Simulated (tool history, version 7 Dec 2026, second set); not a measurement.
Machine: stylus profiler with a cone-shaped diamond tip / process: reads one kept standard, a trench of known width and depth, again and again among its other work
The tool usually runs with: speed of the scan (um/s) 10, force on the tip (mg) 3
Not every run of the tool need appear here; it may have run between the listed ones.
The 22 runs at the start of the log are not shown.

run    hour  speed of the scan (um/s)  force on the tip (mg)  depth of the trench (nm)  width of the trench's floor (µm)
 23   602.9                        32                   3.31                    1009.6                             13.19
 24   627.2                         6                    3.8                   1010.61                             13.34
 25   659.8                        12                   6.71                   1015.98                              13.3
 26   696.9                        37                   8.22                   1018.28                             13.19
 27   722.6                        10                   1.19                   1004.22                             13.23
 28   766.1                        28                   1.92                   1006.47                             13.06
 29   810.9                        16                   3.23                   1009.44                             13.13
 30   848.1                        16                   3.23                    1009.3                             13.15
 31   887.9                        16                   3.23                   1009.45                             13.07
 32   922.8                        16                   3.23                   1009.24                             13.04
 33   968.2                        13                   2.33                   1007.12                             12.97
 34  1007.3                        29                   1.63                   1005.21                             12.87
 35  1047.2                         3                   1.35                   1004.71                             13.01
 36  1084.1                        28                   8.43                   1018.36                             12.92
 37  1118.7                        18                   5.16                   1012.58                             12.86
 38  1144.9                         6                   1.05                    1003.5                             12.86
 39  1169.5                        24                   3.04                   1008.44                             12.82
 40    1213                         9                   2.17                   1006.46                             12.88
 41  1243.6                        10                      3                   1008.71                             12.83
 42    1275                        10                   1.12                   1003.69                             12.77
 43  1320.3                        10                   1.12                   1003.73                             12.79

5 ways to go on from here, each from the tool as it stands after run 43. What would each give?
  A  1346                        14                   4.52                         ?                                 ?
  B  1346                        17                   1.61                         ?                                 ?
  C  1346                        20                   1.12                         ?                                 ?
  D  1346                        17                   4.04                         ?                                 ?
  E  1346                         3                   1.54                         ?                                 ?

run  depth of the trench (nm)  width of the trench's floor (µm)
  A                   1011.33                             12.77
  B                   1005.42                             12.71
  C                   1003.73                             12.69
  D                   1010.51                             12.76
  E                   1004.74                             12.79
With no hidden state in the tool, these same runs would have given:
run  depth of the trench (nm)  width of the trench's floor (µm)
  A                   1012.61                             13.97
  B                   1006.69                              13.9
  C                   1004.99                             13.88
  D                   1011.79                             13.95
  E                   1006.01                             13.98

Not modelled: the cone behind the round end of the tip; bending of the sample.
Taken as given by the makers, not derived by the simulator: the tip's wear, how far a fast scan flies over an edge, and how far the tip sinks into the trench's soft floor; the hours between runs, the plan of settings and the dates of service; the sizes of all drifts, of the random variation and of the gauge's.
